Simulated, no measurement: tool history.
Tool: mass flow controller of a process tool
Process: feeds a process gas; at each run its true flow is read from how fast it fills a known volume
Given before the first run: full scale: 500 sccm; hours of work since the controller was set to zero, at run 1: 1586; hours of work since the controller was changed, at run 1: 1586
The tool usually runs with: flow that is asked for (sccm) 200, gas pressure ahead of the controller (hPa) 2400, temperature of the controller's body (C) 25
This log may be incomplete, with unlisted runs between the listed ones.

run	hour	flow that is asked for (sccm)	gas pressure ahead of the controller (hPa)	temperature of the controller's body (C)	hours of work since the controller was set to zero	hours of work since the controller was changed	true flow (%)
1	0.0	200	2400	25	1586	1586	98.56
2	118.5	200	2400	25	1666	1666	98.47
3	186.6	200	1810	25	1713	1713	99.10
4	279.8	61	1810	25	1776	1776	98.36
5	346.3	200	2400	20	1822	1822	98.19
6	462.4	200	2400	25	1901	1901	98.48
7	573.5	200	2400	28	1976	1976	98.89
8	707.9	200	2400	27	2068	2068	98.82
9	804.9	200	2400	28	2134	2134	98.84
10	925.2	200	2400	28	2216	2216	98.88
11	990.7	200	2400	28	2260	2260	98.92
12	1078.1	200	2400	28	2320	2320	98.83
13	1202.3	200	2400	28	2405	2405	98.79
14	1290.6	200	2400	28	2465	2465	98.70
15	1425.3	200	2400	30	2556	2556	98.97
16	1523.4	200	2400	30	2623	2623	98.96
17	1596.0	200	2400	30	2673	2673	98.90
18	1668.5	100	1460	20	2722	2722	98.32
19	1811.5	100	1460	20	2819	2819	98.46
20	1922.7	100	1560	21	2895	2895	98.46
21	2073.1	173	2430	21	2998	2998	98.03
22	2186.5	326	2400	37	3075	3075	100.17
23	2260.6	138	2400	25	3125	3125	98.28
24	2381.1	133	2150	21	3207	3207	98.01
25	2527.8	53	2400	25	3307	3307	98.27
26	2636.3	200	2400	25	3381	3381	98.36
27	2717.7	200	2400	25	3437	3437	98.53
28	2871.0	156	1610	29	3541	3541	99.29
29	3006.7	180	2160	29	3633	3633	99.02
30	3118.6	65	1960	29	3710	3710	98.80

Branching from run 30: 4 alternative next runs. What would each branch give?
A	3249.2	200	2270	28	3799	3799	?
B	3249.2	59	1790	33	3799	3799	?
C	3249.2	484	1630	25	3799	3799	?
D	3249.2	105	1960	29	3799	3799	?

run	true flow (%)
A	98.91
B	99.23
C	100.24
D	98.91
Take away the tool's hidden state, keep each run's random variation, and the runs would have read:
run	true flow (%)
A	98.91
B	99.26
C	100.24
D	98.93
